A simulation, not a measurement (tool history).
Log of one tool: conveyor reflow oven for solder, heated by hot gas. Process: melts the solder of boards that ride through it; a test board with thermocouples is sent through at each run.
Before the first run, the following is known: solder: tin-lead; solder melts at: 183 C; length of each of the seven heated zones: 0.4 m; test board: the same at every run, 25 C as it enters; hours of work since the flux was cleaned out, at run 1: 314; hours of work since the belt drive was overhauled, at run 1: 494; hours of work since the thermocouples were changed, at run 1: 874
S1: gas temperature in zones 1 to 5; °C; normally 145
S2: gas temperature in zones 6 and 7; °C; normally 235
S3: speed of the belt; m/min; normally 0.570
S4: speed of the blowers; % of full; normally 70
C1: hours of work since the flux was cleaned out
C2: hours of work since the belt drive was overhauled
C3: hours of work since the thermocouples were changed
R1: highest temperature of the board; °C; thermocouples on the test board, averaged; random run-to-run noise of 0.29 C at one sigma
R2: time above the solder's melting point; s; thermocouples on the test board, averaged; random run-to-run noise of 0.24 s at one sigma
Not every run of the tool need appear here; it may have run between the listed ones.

{"run": 1, "hour": 0.0, "S1": 145, "S2": 235, "S3": 0.57, "S4": 70, "C1": 314, "C2": 494, "C3": 874, "R1": 219.5, "R2": 67.5}
{"run": 2, "hour": 16.1, "S1": 145, "S2": 235, "S3": 0.57, "S4": 70, "C1": 326, "C2": 506, "C3": 886, "R1": 218.6, "R2": 67.8}
{"hour": 22.8, "done": "flux residue cleaned out of gas plates and filters"}
{"run": 3, "hour": 39.6, "S1": 145, "S2": 235, "S3": 0.57, "S4": 70, "C1": 12, "C2": 520, "C3": 899, "R1": 219.1, "R2": 67.6}
{"run": 4, "hour": 54.6, "S1": 145, "S2": 235, "S3": 0.57, "S4": 70, "C1": 23, "C2": 531, "C3": 910, "R1": 219.1, "R2": 67.8}
{"run": 5, "hour": 72.1, "S1": 145, "S2": 235, "S3": 0.616, "S4": 70, "C1": 36, "C2": 543, "C3": 923, "R1": 216.4, "R2": 60.5}
{"run": 6, "hour": 84.5, "S1": 145, "S2": 235, "S3": 0.57, "S4": 70, "C1": 45, "C2": 552, "C3": 932, "R1": 219.0, "R2": 67.5}
{"run": 7, "hour": 103.4, "S1": 145, "S2": 235, "S3": 0.57, "S4": 70, "C1": 59, "C2": 566, "C3": 946, "R1": 219.1, "R2": 67.2}
{"run": 8, "hour": 117.8, "S1": 145, "S2": 235, "S3": 0.57, "S4": 70, "C1": 70, "C2": 577, "C3": 957, "R1": 218.8, "R2": 67.8}
{"run": 9, "hour": 129.9, "S1": 145, "S2": 235, "S3": 0.57, "S4": 70, "C1": 78, "C2": 586, "C3": 965, "R1": 219.5, "R2": 67.0}
{"run": 10, "hour": 144.4, "S1": 145, "S2": 235, "S3": 0.57, "S4": 70, "C1": 89, "C2": 596, "C3": 976, "R1": 219.7, "R2": 67.7}
{"run": 11, "hour": 156.8, "S1": 145, "S2": 235, "S3": 0.57, "S4": 53, "C1": 98, "C2": 605, "C3": 985, "R1": 215.4, "R2": 63.5}
{"run": 12, "hour": 171.6, "S1": 145, "S2": 235, "S3": 0.57, "S4": 53, "C1": 109, "C2": 616, "C3": 996, "R1": 215.4, "R2": 63.4}
{"run": 13, "hour": 193.3, "S1": 145, "S2": 235, "S3": 0.57, "S4": 53, "C1": 125, "C2": 632, "C3": 1012, "R1": 215.7, "R2": 63.1}
{"run": 14, "hour": 216.0, "S1": 145, "S2": 235, "S3": 0.57, "S4": 70, "C1": 141, "C2": 649, "C3": 1028, "R1": 219.1, "R2": 67.6}
{"run": 15, "hour": 241.5, "S1": 145, "S2": 235, "S3": 0.57, "S4": 70, "C1": 160, "C2": 667, "C3": 1047, "R1": 219.1, "R2": 67.8}
{"run": 16, "hour": 262.1, "S1": 145, "S2": 235, "S3": 0.57, "S4": 69, "C1": 175, "C2": 682, "C3": 1062, "R1": 219.3, "R2": 67.3}
{"run": 17, "hour": 278.9, "S1": 145, "S2": 242, "S3": 0.57, "S4": 82, "C1": 187, "C2": 695, "C3": 1074, "R1": 227.2, "R2": 73.5}
{"hour": 287.3, "done": "thermocouples of zones 6 and 7 changed"}
{"run": 18, "hour": 298.0, "S1": 145, "S2": 242, "S3": 0.57, "S4": 73, "C1": 200, "C2": 707, "C3": 8, "R1": 226.1, "R2": 72.2}
{"run": 19, "hour": 323.0, "S1": 145, "S2": 248, "S3": 0.57, "S4": 78, "C1": 218, "C2": 726, "C3": 26, "R1": 232.0, "R2": 76.0}
{"run": 20, "hour": 342.4, "S1": 145, "S2": 242, "S3": 0.57, "S4": 51, "C1": 232, "C2": 740, "C3": 40, "R1": 220.7, "R2": 68.3}
{"run": 21, "hour": 357.0, "S1": 145, "S2": 242, "S3": 0.57, "S4": 51, "C1": 243, "C2": 750, "C3": 51, "R1": 221.1, "R2": 68.0}
{"run": 22, "hour": 377.9, "S1": 131, "S2": 235, "S3": 0.512, "S4": 70, "C1": 258, "C2": 766, "C3": 66, "R1": 220.6, "R2": 71.0}
{"run": 23, "hour": 400.8, "S1": 158, "S2": 230, "S3": 0.504, "S4": 70, "C1": 275, "C2": 783, "C3": 83, "R1": 220.2, "R2": 84.9}
{"run": 24, "hour": 423.8, "S1": 145, "S2": 235, "S3": 0.57, "S4": 70, "C1": 292, "C2": 799, "C3": 100, "R1": 219.0, "R2": 67.5}
{"run": 25, "hour": 434.3, "S1": 145, "S2": 235, "S3": 0.57, "S4": 70, "C1": 300, "C2": 807, "C3": 108, "R1": 219.7, "R2": 67.4}
{"run": 26, "hour": 451.1, "S1": 145, "S2": 235, "S3": 0.57, "S4": 70, "C1": 312, "C2": 819, "C3": 120, "R1": 219.0, "R2": 67.7}
{"hour": 478.9, "done": "flux residue cleaned out of gas plates and filters"}
{"run": 27, "hour": 479.7, "S1": 142, "S2": 225, "S3": 0.57, "S4": 70, "C1": 1, "C2": 837, "C3": 137, "R1": 210.2, "R2": 58.3}
{"run": 28, "hour": 502.1, "S1": 142, "S2": 228, "S3": 0.514, "S4": 70, "C1": 17, "C2": 853, "C3": 154, "R1": 215.3, "R2": 71.1}
{"run": 29, "hour": 526.3, "S1": 145, "S2": 235, "S3": 0.57, "S4": 64, "C1": 35, "C2": 871, "C3": 171, "R1": 217.9, "R2": 66.7}
{"run": 30, "hour": 551.7, "S1": 145, "S2": 235, "S3": 0.57, "S4": 64, "C1": 53, "C2": 889, "C3": 190, "R1": 217.9, "R2": 65.9}
{"run": 31, "hour": 573.2, "S1": 145, "S2": 243, "S3": 0.57, "S4": 64, "C1": 69, "C2": 905, "C3": 206, "R1": 225.1, "R2": 71.8}

4 options for the next run, each taken on its own from the tool as it stands now. Forecast them:
{"run": "A", "hour": 584.5, "S1": 158, "S2": 235, "S3": 0.57, "S4": 70, "C1": 77, "C2": 913, "C3": 214, "R1": "?", "R2": "?"}
{"run": "B", "hour": 584.5, "S1": 133, "S2": 235, "S3": 0.491, "S4": 70, "C1": 77, "C2": 913, "C3": 214, "R1": "?", "R2": "?"}
{"run": "C", "hour": 584.5, "S1": 149, "S2": 240, "S3": 0.503, "S4": 70, "C1": 77, "C2": 913, "C3": 214, "R1": "?", "R2": "?"}
{"run": "D", "hour": 584.5, "S1": 154, "S2": 246, "S3": 0.57, "S4": 78, "C1": 77, "C2": 913, "C3": 214, "R1": "?", "R2": "?"}

run=A R1=221.8 R2=75.7
run=B R1=221.3 R2=76.3
run=C R1=227.3 R2=85.8
run=D R1=231.8 R2=79.4
With no hidden state in the tool, these same runs would have given:
run=A R1=221.8 R2=75.7
run=B R1=221.4 R2=76.3
run=C R1=227.4 R2=85.8
run=D R1=231.8 R2=79.4
